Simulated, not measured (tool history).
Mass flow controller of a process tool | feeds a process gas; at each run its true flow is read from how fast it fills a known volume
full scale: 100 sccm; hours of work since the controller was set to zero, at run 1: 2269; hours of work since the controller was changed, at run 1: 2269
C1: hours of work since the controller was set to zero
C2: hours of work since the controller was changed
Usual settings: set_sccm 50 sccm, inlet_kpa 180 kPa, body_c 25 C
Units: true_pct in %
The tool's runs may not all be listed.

{"run": 1, "hour": 0.0, "set_sccm": 50, "inlet_kpa": 180, "body_c": 25, "C1": 2269, "C2": 2269, "true_pct": 100.79}
{"run": 2, "hour": 75.3, "set_sccm": 50, "inlet_kpa": 180, "body_c": 25, "C1": 2320, "C2": 2320, "true_pct": 100.76}
{"run": 3, "hour": 114.8, "set_sccm": 50, "inlet_kpa": 180, "body_c": 25, "C1": 2347, "C2": 2347, "true_pct": 100.85}
{"run": 4, "hour": 178.7, "set_sccm": 50, "inlet_kpa": 180, "body_c": 25, "C1": 2391, "C2": 2391, "true_pct": 100.85}
{"run": 5, "hour": 215.8, "set_sccm": 50, "inlet_kpa": 180, "body_c": 25, "C1": 2416, "C2": 2416, "true_pct": 100.94}
{"run": 6, "hour": 280.6, "set_sccm": 50, "inlet_kpa": 180, "body_c": 25, "C1": 2460, "C2": 2460, "true_pct": 100.84}
{"run": 7, "hour": 321.8, "set_sccm": 50, "inlet_kpa": 180, "body_c": 25, "C1": 2489, "C2": 2489, "true_pct": 100.94}
{"run": 8, "hour": 368.9, "set_sccm": 50, "inlet_kpa": 180, "body_c": 25, "C1": 2521, "C2": 2521, "true_pct": 100.76}
{"run": 9, "hour": 429.5, "set_sccm": 50, "inlet_kpa": 180, "body_c": 25, "C1": 2562, "C2": 2562, "true_pct": 101.02}
{"hour": 433.9, "done": "controller's zero set anew"}
{"run": 10, "hour": 510.7, "set_sccm": 10, "inlet_kpa": 180, "body_c": 40, "C1": 52, "C2": 2617, "true_pct": 102.38}
{"run": 11, "hour": 585.3, "set_sccm": 12, "inlet_kpa": 206, "body_c": 23, "C1": 103, "C2": 2668, "true_pct": 103.17}
{"run": 12, "hour": 672.9, "set_sccm": 16, "inlet_kpa": 191, "body_c": 35, "C1": 163, "C2": 2728, "true_pct": 101.6}
{"run": 13, "hour": 733.3, "set_sccm": 16, "inlet_kpa": 191, "body_c": 35, "C1": 205, "C2": 2769, "true_pct": 101.6}
{"run": 14, "hour": 802.6, "set_sccm": 60, "inlet_kpa": 191, "body_c": 23, "C1": 252, "C2": 2817, "true_pct": 101.35}
{"run": 15, "hour": 844.9, "set_sccm": 50, "inlet_kpa": 216, "body_c": 25, "C1": 281, "C2": 2845, "true_pct": 101.33}
{"hour": 915.9, "done": "controller's zero set anew, once more"}
{"run": 16, "hour": 924.9, "set_sccm": 50, "inlet_kpa": 241, "body_c": 40, "C1": 6, "C2": 2900, "true_pct": 99.87}
{"run": 17, "hour": 977.6, "set_sccm": 57, "inlet_kpa": 192, "body_c": 25, "C1": 42, "C2": 2936, "true_pct": 100.7}

Forecast run 18:
{"run": 18, "hour": 1027.1, "set_sccm": 57, "inlet_kpa": 192, "body_c": 25, "C1": 76, "C2": 2970, "true_pct": "?"}

Run 18 gave true_pct 100.74 %.
Without the tool's hidden state the same run would have given true_pct 99.59 %.
